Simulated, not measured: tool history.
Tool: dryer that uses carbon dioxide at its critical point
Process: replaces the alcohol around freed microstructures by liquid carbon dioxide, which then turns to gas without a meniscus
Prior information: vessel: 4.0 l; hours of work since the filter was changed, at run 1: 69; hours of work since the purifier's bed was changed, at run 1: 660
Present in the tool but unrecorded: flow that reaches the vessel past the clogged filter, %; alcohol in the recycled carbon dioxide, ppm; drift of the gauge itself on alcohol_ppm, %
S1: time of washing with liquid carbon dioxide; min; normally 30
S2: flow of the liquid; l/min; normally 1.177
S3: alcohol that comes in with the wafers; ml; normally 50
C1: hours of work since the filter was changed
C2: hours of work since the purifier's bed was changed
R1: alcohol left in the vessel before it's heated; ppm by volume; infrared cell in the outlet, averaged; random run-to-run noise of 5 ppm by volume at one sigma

Run 1, hour 0: usual settings; C1 69; C2 660. Result: R1 149 ppm by volume.
Run 2, hour 27.6: usual settings but S1 36 min; C1 87; C2 678. Result: R1 143 ppm by volume.
Run 3, hour 45.6: usual settings; C1 99; C2 690. Result: R1 164 ppm by volume.
Run 4, hour 83.8: usual settings; C1 124; C2 715. Result: R1 162 ppm by volume.
Run 5, hour 110: usual settings but S2 0.99 l/min; C1 142; C2 733. Result: R1 199 ppm by volume.
Run 6, hour 145: usual settings but S2 0.99 l/min; C1 165; C2 756. Result: R1 202 ppm by volume.
Run 7, hour 178.5: usual settings but S2 0.99 l/min; C1 187; C2 778. Result: R1 214 ppm by volume.
Run 8, hour 198.5: usual settings but S1 28 min; C1 200; C2 791. Result: R1 197 ppm by volume.
Run 9, hour 222.8: usual settings but S1 18 min, S2 0.83 l/min, S3 77 ml; C1 216; C2 807. Result: R1 1546 ppm by volume.
Run 10, hour 246.2: usual settings but S1 18 min, S2 0.83 l/min, S3 77 ml; C1 231; C2 822. Result: R1 1616 ppm by volume.
Run 11, hour 281.2: usual settings but S2 1.87 l/min; C1 254; C2 845. Result: R1 174 ppm by volume.
Run 12, hour 300.2: usual settings but S1 38 min, S2 1.87 l/min, S3 32 ml; C1 267; C2 858. Result: R1 170 ppm by volume.
At hour 308.7: inlet filter changed.
Run 13, hour 322.6: usual settings but S1 38 min, S2 1.87 l/min, S3 32 ml; C1 9; C2 872. Result: R1 179 ppm by volume.
Run 14, hour 352.3: usual settings but S1 34 min, S2 1.56 l/min, S3 44 ml; C1 29; C2 892. Result: R1 185 ppm by volume.
Run 15, hour 386.9: usual settings but S1 42 min, S2 0.88 l/min, S3 102 ml; C1 52; C2 914. Result: R1 201 ppm by volume.
Run 16, hour 404.3: usual settings but S1 20 min; C1 63; C2 926. Result: R1 315 ppm by volume.

Predict each of these 3 candidate next runs independently; none follows another, all start after run 16:
Run A, hour 426.9: usual settings but S1 22 min, S3 22 ml; C1 78; C2 941. Result: R1 ?.
Run B, hour 426.9: usual settings but S2 1.23 l/min; C1 78; C2 941. Result: R1 ?.
Run C, hour 426.9: usual settings but S1 20 min, S2 1.36 l/min, S3 60 ml; C1 78; C2 941. Result: R1 ?.

run   R1
  A  229
  B  203
  C  265
Without the tool's unlogged condition, the same runs would have read:
run  R1
  A  39
  B  14
  C  64
